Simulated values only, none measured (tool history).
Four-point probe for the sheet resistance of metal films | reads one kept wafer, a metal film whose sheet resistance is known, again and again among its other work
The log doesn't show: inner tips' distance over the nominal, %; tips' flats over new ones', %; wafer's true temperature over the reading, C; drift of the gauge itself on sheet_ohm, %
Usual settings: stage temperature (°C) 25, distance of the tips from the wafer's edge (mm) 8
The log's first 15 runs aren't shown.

run   hour  stage temperature (°C)  distance of the tips from the wafer's edge (mm)  touches since the probe head was changed  hours of work since the stage's thermometer was calibrated  sheet resistance as the instrument gives it (ohm/square)
 16  176.1                      25                                                8                                      4071                                                         311                                                  2.714978
     177.6  -- stage's thermometer calibrated
 17  186.8                      25                                                8                                      4228                                                           6                                                  2.714714
 18  197.6                      25                                                8                                      4393                                                          13                                                  2.714902
 19  211.1                      25                                                8                                      4600                                                          22                                                  2.715412
 20  221.2                      27                                               18                                      4756                                                          28                                                  2.703626
 21  228.7                      25                                                3                                      4871                                                          33                                                  2.843693
 22  244.2                      24                                                8                                      5109                                                          44                                                  2.710523
 23  255.9                      24                                               41                                      5288                                                          51                                                  2.689678
     259.7  -- stage's thermometer calibrated, once more
 24  270.1                      19                                               34                                      5498                                                           7                                                  2.673344
 25  280.9                      24                                                3                                      5664                                                          14                                                  2.841119
 26  288.3                      24                                                3                                      5778                                                          19                                                  2.841282
 27  303.8                      25                                               35                                      6015                                                          29                                                  2.694551
 28  317.5                      32                                               35                                      6226                                                          38                                                  2.718816
 29  325.8                      31                                               43                                      6354                                                          43                                                  2.715506
 30  338.6                      31                                               43                                      6550                                                          52                                                  2.715042
 31  347.2                      31                                               43                                      6682                                                          57                                                   2.71498
 32  354.6                      33                                                4                                      6795                                                          62                                                   2.80908
 33  366.7                      33                                                4                                      6980                                                          70                                                  2.808671
 34  373.4                      35                                               32                                      7084                                                          74                                                  2.729406
 35  389.1                      35                                               32                                      7324                                                          85                                                  2.728425
 36  399.4                      21                                               50                                      7483                                                          91                                                  2.679343
 37  408.9                      21                                               50                                      7628                                                          98                                                  2.680699
 38  417.1                      21                                               50                                      7755                                                         103                                                  2.680336

Forecast each of these 5 alternatives for the next run:
  A  427.5                      27                                                8                                      7914                                                         110                                                         ?
  B  427.5                      28                                               50                                      7914                                                         110                                                         ?
  C  427.5                      30                                               62                                      7914                                                         110                                                         ?
  D  427.5                      25                                               11                                      7914                                                         110                                                         ?
  E  427.5                      25                                                8                                      7914                                                         110                                                         ?

run  sheet resistance as the instrument gives it (ohm/square)
  A                                                  2.723539
  B                                                  2.704609
  C                                                  2.710605
  D                                                  2.706094
  E                                                  2.717167
Without the tool's hidden state the same runs would have given:
run  sheet resistance as the instrument gives it (ohm/square)
  A                                                  2.725314
  B                                                  2.706371
  C                                                  2.712367
  D                                                  2.707862
  E                                                  2.718941
